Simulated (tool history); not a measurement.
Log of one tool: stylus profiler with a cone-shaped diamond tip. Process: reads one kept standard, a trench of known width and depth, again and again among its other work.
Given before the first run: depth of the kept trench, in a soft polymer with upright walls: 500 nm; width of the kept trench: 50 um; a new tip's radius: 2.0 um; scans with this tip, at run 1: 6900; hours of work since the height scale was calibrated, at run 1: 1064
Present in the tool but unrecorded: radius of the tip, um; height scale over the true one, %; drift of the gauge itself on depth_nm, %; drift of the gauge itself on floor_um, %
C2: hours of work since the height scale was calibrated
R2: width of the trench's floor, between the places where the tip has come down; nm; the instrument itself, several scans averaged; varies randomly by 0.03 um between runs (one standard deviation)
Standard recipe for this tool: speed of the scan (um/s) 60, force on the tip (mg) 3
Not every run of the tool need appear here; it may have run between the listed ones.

run 1 hour=0 | speed_of_the_scan_(um/s)=60 force_on_the_tip_(mg)=3 | scans_with_this_tip=6900 C2=1064 | depth_of_the_trench_(nm)=503.84 R2=45680
-- hour=92 height scale calibrated on a step standard
run 2 hour=113.3 | speed_of_the_scan_(um/s)=60 force_on_the_tip_(mg)=3 | scans_with_this_tip=7389 C2=14 | depth_of_the_trench_(nm)=505.45 R2=45560
run 3 hour=226.2 | speed_of_the_scan_(um/s)=60 force_on_the_tip_(mg)=3 | scans_with_this_tip=7879 C2=90 | depth_of_the_trench_(nm)=505.14 R2=45510
run 4 hour=302.9 | speed_of_the_scan_(um/s)=60 force_on_the_tip_(mg)=3 | scans_with_this_tip=8211 C2=141 | depth_of_the_trench_(nm)=504.98 R2=45490
run 5 hour=437.8 | speed_of_the_scan_(um/s)=118 force_on_the_tip_(mg)=3 | scans_with_this_tip=8797 C2=231 | depth_of_the_trench_(nm)=504.84 R2=45090
run 6 hour=516.3 | speed_of_the_scan_(um/s)=118 force_on_the_tip_(mg)=3 | scans_with_this_tip=9137 C2=284 | depth_of_the_trench_(nm)=504.94 R2=44990
run 7 hour=579.4 | speed_of_the_scan_(um/s)=25 force_on_the_tip_(mg)=3.71 | scans_with_this_tip=9410 C2=326 | depth_of_the_trench_(nm)=505.71 R2=45460
run 8 hour=650.8 | speed_of_the_scan_(um/s)=157 force_on_the_tip_(mg)=1.15 | scans_with_this_tip=9720 C2=374 | depth_of_the_trench_(nm)=502.18 R2=44170
run 9 hour=707.7 | speed_of_the_scan_(um/s)=60 force_on_the_tip_(mg)=4.03 | scans_with_this_tip=9967 C2=412 | depth_of_the_trench_(nm)=505.53 R2=45230
run 10 hour=773.6 | speed_of_the_scan_(um/s)=74 force_on_the_tip_(mg)=3.83 | scans_with_this_tip=10253 C2=456 | depth_of_the_trench_(nm)=505.63 R2=45130
run 11 hour=904.2 | speed_of_the_scan_(um/s)=38 force_on_the_tip_(mg)=2.09 | scans_with_this_tip=10819 C2=543 | depth_of_the_trench_(nm)=503.34 R2=45130

Branching from run 11: 4 alternative next runs. What would each branch give?
run A hour=1023.6 | speed_of_the_scan_(um/s)=73 force_on_the_tip_(mg)=1.4 | scans_with_this_tip=11337 C2=623 | depth_of_the_trench_(nm)=? R2=?
run B hour=1023.6 | speed_of_the_scan_(um/s)=37 force_on_the_tip_(mg)=2.09 | scans_with_this_tip=11337 C2=623 | depth_of_the_trench_(nm)=? R2=?
run C hour=1023.6 | speed_of_the_scan_(um/s)=17 force_on_the_tip_(mg)=2.55 | scans_with_this_tip=11337 C2=623 | depth_of_the_trench_(nm)=? R2=?
run D hour=1023.6 | speed_of_the_scan_(um/s)=151 force_on_the_tip_(mg)=2.33 | scans_with_this_tip=11337 C2=623 | depth_of_the_trench_(nm)=? R2=?

run=A depth_of_the_trench_(nm)=502.48 R2=44720
run=B depth_of_the_trench_(nm)=503.49 R2=45060
run=C depth_of_the_trench_(nm)=503.75 R2=45210
run=D depth_of_the_trench_(nm)=503.52 R2=44390
What these runs would have given with no unlogged condition in the tool:
run=A depth_of_the_trench_(nm)=503.08 R2=46730
run=B depth_of_the_trench_(nm)=504.1 R2=47070
run=C depth_of_the_trench_(nm)=504.35 R2=47220
run=D depth_of_the_trench_(nm)=504.13 R2=46400

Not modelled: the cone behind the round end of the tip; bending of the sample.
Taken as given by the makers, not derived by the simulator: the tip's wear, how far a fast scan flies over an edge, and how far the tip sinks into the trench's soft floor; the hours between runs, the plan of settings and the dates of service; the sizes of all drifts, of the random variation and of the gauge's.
